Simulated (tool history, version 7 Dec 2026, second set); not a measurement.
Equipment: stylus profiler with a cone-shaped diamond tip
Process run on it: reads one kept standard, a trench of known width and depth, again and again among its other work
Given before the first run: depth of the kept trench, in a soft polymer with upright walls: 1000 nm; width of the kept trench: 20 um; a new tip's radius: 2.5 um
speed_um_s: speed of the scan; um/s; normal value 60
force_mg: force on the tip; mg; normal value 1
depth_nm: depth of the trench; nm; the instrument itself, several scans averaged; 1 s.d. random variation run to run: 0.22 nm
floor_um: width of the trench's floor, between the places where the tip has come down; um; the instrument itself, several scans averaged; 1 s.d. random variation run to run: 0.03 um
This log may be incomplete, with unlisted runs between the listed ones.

run     day  speed_um_s  force_mg  depth_nm  floor_um
  1       0          60         1   1001.94     13.15
  2   0.888          60         1   1002.24     13.14
  3   1.592          60      1.61   1004.39     13.21
  4   2.562          60      1.61   1004.33     13.12
  5   3.704          25         1   1002.08     13.14
  6   4.833          25         1   1002.02     13.05
  7   5.592          25         1   1001.98     13.08
  8    6.85          60         1   1001.97     12.96
  9   7.654          60         1   1001.46     12.87
 10   8.879          60         1   1001.61     12.87
 11  10.071          60         1   1001.65     12.87
 12  11.221          86         1   1001.58      12.7
 13  11.904         102         1   1001.81     12.69
     12.029  -- height scale calibrated on a step standard
 14  12.808          60         1   1001.16     12.71
 15  14.008          60         1    1000.5     12.72
 16   14.85          60      0.54     998.7      12.6
 17  15.571          60         1   1000.49     12.64
 18    16.8          60         1   1000.41     12.61
 19  17.554          60         1   1000.78     12.61
     18.512  -- height scale calibrated on a step standard, once more
 20  18.704          60         1   1005.07     12.55
 21    19.5          60         1   1005.56     12.54
 22  20.383          60         1   1005.25     12.52
 23  21.067          60         1   1005.19     12.45
 24  22.008          61      0.67   1003.99      12.4
 25  22.625          61      0.67   1003.91     12.45
 26  23.292          36      0.46   1002.64     12.42
 27  23.921          36      0.46      1003     12.38
 28  25.288         134      0.46   1002.88     11.99
 29    26.1         134      0.46   1002.61     11.94
 30  27.121         134      0.46   1002.71     11.87
 31  28.046         134      0.46   1002.77     11.85
 32  28.658         134      0.46   1003.05     11.85
 33  29.525          30      1.05   1005.13     12.35
 34  30.383          30      1.05   1005.13     12.32
 35  31.142          30      1.05   1004.76     12.31
 36  32.246          30      1.05   1004.95     12.21
 37  32.988         116       0.7   1003.43      11.9
 38  33.654         116       0.7   1003.75     11.84
 39  34.692          19      1.02   1004.41     12.27
 40  35.671         148         1   1004.26     11.81
 41  36.479         148         1   1004.67     11.76
 42  37.854          79         1   1004.64     11.95
 43  39.146          25      1.85   1007.28     12.08
 44  40.142          45      0.95   1003.93     11.98
     41.421  -- new tip fitted, height scale calibrated
 45  41.533          45      0.95   1005.33     15.91
 46  42.583          30      0.77   1005.12     15.87

Below, some changes in depth_nm between adjacent runs. For each, the amount present without the hidden state too (settings, incoming material, random variation) and the amount remaining for the hidden state with gauge scatter not shared by both compared results:
Hidden conditions of the tool in this case: radius of the tip, um; height scale over the true one, %; drift of the gauge itself on depth_nm, %; drift of the gauge itself on floor_um, %.
Run 13 -> 14: speed_um_s 102 -> 60, height scale calibrated on a step standard. depth_nm -0.65 nm: hidden state -0.93, all else +0.28.
Run 19 -> 20: height scale calibrated on a step standard, once more. depth_nm +4.29 nm: hidden state +4.96, all else -0.67.
Run 42 -> 43: speed_um_s 79 -> 25, force_mg 1 -> 1.85. depth_nm +2.64 nm: hidden state -0.08, all else +2.72.
Run 43 -> 44: speed_um_s 25 -> 45, force_mg 1.85 -> 0.95. depth_nm -3.35 nm: hidden state -0.04, all else -3.31.
Run 44 -> 45: new tip fitted, height scale calibrated. depth_nm +1.4 nm: hidden state +1.29, all else +0.11.

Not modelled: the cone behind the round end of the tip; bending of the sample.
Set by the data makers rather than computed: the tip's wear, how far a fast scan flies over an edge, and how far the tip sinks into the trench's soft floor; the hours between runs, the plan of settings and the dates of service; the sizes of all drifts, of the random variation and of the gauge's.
